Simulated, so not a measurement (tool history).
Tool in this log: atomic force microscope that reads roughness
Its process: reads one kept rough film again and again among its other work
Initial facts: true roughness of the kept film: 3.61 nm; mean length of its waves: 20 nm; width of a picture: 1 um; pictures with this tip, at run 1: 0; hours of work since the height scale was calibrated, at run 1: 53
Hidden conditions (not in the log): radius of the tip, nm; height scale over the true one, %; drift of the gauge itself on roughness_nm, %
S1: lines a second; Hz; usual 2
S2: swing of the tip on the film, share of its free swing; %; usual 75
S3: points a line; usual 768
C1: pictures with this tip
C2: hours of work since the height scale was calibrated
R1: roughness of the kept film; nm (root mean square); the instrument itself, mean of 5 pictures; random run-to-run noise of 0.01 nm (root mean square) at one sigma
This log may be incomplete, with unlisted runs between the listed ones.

run     day    S1  S2   S3   C1   C2     R1
  1       0     2  75  768    0   53  2.375
  2   0.979  3.52  75  768   47   68  1.822
  3   2.362  3.52  75  768  114   88  1.523
  4   3.296     2  87  768  160  101  1.352
      3.712  -- new tip fitted
  5   4.779     2  75  768   52  123  1.941
  6   5.962     2  75  768  109  140  1.659
      7.342  -- new tip fitted
  7   7.342     2  75  768    0  160  2.345
  8   8.762     2  75  768   68  180  1.865
  9   9.692     2  89  768  113  194  1.512
 10  10.458     2  89  768  151  205   1.37
     10.988  -- new tip fitted
 11  11.942     2  75  768   46  226  1.989
 12  12.708  3.45  75  768   84  238  1.651
 13  13.729  3.45  75  768  133  253   1.45
     14.612  -- new tip fitted
 14  15.138     2  75  768   25  273  2.162
 15  16.183     2  75  768   76  288  1.834
 16  16.867     2  75  768  109  298  1.671
 17  17.925     2  75  768  160  313  1.469
      18.35  -- new tip fitted
 18  18.746     2  75  768   19  325  2.186
 19  19.596     2  75  768   60  337  1.921
 20  21.029  0.77  75  768  129  358  1.681
         22  -- new tip fitted
 21  22.421  0.77  75  768   21  378  2.343
 22  23.379     2  75  768   67  392  1.882
 23  24.329     2  75  768  113  406  1.629
 24  25.038     2  72  768  148  416   1.52
     25.617  -- new tip fitted
 25   26.25     2  72  768   30  434  2.163
 26  27.396     2  72  768   86  450  1.797
 27  28.425  1.16  72  564  136  465  1.653
     29.333  -- new tip fitted
 28  29.396  2.87  56  768    3  479  2.454
 29   30.05  2.13  75  651   34  489  2.041
 30  30.788  2.13  75  651   70  500  1.794
 31  32.004  0.64  64  768  129  517  1.707
     33.025  -- new tip fitted
 32  33.462     2  72  913   22  538  2.227
 33  34.554  0.61  75  976   74  554  2.007
 34  35.533  0.61  75  976  122  568  1.762
 35   36.25  1.44  75  581  157  579  1.543
     36.754  -- new tip fitted
 36  37.792  1.44  75  581   50  601   2.05
 37  38.854  1.44  84  388  102  617  1.653
 38  40.279  3.95  84  432  171  637  1.136
     40.421  -- new tip fitted
 39  41.038   1.4  75  528   29  648   2.18
 40  41.796   1.4  75  528   66  659  1.957
 41  42.688  3.16  63  557  109  672  1.699
     44.096  -- new tip fitted
 42  44.096   2.2  79  613    0  692  2.277
 43  44.733   2.2  79  613   31  702  2.071
 44  45.621  0.62  61  641   73  715  2.066
 45  46.871     2  69  539  134  733  1.586
     47.833  -- new tip fitted
 46  48.183     1  69  539   17  752  2.363
 47  48.854  1.06  77  539   49  761  2.048
 48  50.312  0.71  56  570  120  783  1.816
     51.571  -- new tip fitted
 49  51.712  0.71  70  577    6  803  2.413
 50  53.021  0.71  70  577   70  822  1.973
 51  54.442  1.32  82  768  139  842    1.5

Branching from run 51: 4 alternative next runs. What would each branch give?
     55.242  -- new tip fitted
  A  55.704  2.85  57  379  23  861   ?
     55.242  -- new tip fitted
  B  55.704  3.31  57  768  23  861   ?
     55.242  -- new tip fitted
  C  55.704  0.63  67  425  23  861   ?
     55.242  -- new tip fitted
  D  55.704  1.41  82  768  23  861   ?

run     R1
  A  2.227
  B  2.262
  C  2.309
  D  2.147
The same runs, with their run-to-run variation unchanged, on a tool lacking any hidden condition would have given:
run     R1
  A  2.454
  B  2.491
  C  2.543
  D  2.365
